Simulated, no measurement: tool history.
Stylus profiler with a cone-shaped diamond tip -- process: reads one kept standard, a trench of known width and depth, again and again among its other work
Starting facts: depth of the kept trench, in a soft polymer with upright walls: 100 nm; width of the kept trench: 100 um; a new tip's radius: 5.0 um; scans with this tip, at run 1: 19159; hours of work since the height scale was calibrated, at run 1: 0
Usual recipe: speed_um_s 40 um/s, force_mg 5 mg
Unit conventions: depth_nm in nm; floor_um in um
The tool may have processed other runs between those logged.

run     day  speed_um_s  force_mg  scans with this tip  hours of work since the height scale was calibrated  depth_nm  floor_um
  1       0          40         5                19159                                                    0    101.68     96.84
  2   3.008          40      2.61                19679                                                   35    101.06     96.83
  3   5.729          40      2.61                20149                                                   67       101     96.78
  4   7.483          40      2.61                20453                                                   87    100.99     96.84
  5   8.904          25         5                20699                                                  104    101.57     96.92
  6  12.342          25         5                21293                                                  144    101.62     96.86
  7  13.971          25         5                21574                                                  163    101.64      96.9
  8  17.092          25         5                22114                                                  199     101.7     96.74
  9  19.254          25         5                22487                                                  224    101.49     96.83
 10  22.283          40         5                23011                                                  259    101.52     96.74
     22.629  -- height scale calibrated on a step standard
 11  24.146          40         5                23329                                                   18    101.46     96.75
 12  26.929          40         5                23811                                                   50    101.49     96.67
 13  30.096          37      3.62                24358                                                   87    101.04     96.67
     32.479  -- height scale calibrated on a step standard, once more
 14  32.554          43      2.67                24780                                                    1     101.1     96.61
 15  35.408          43      2.67                25273                                                   34    101.11     96.57
 16  37.408          12      1.88                25618                                                   57    100.86      96.7
 17  40.871          85       3.2                26217                                                   98     101.2     96.43
 18  43.017          13      5.27                26588                                                  123    101.74     96.65
 19  45.975          49      11.4                27099                                                  157    102.98     96.59
 20  49.125          92      2.72                27644                                                  194    101.05     96.27

The next listed run, before its measurement:
 21  52.304          92      2.72                28193                                                  231         ?         ?

depth_nm: 101.02 nm
floor_um: 96.29 um
On a tool with no hidden condition, and with the same random variation, this run would have come out at depth_nm 101.11 nm, floor_um 97.64 um.
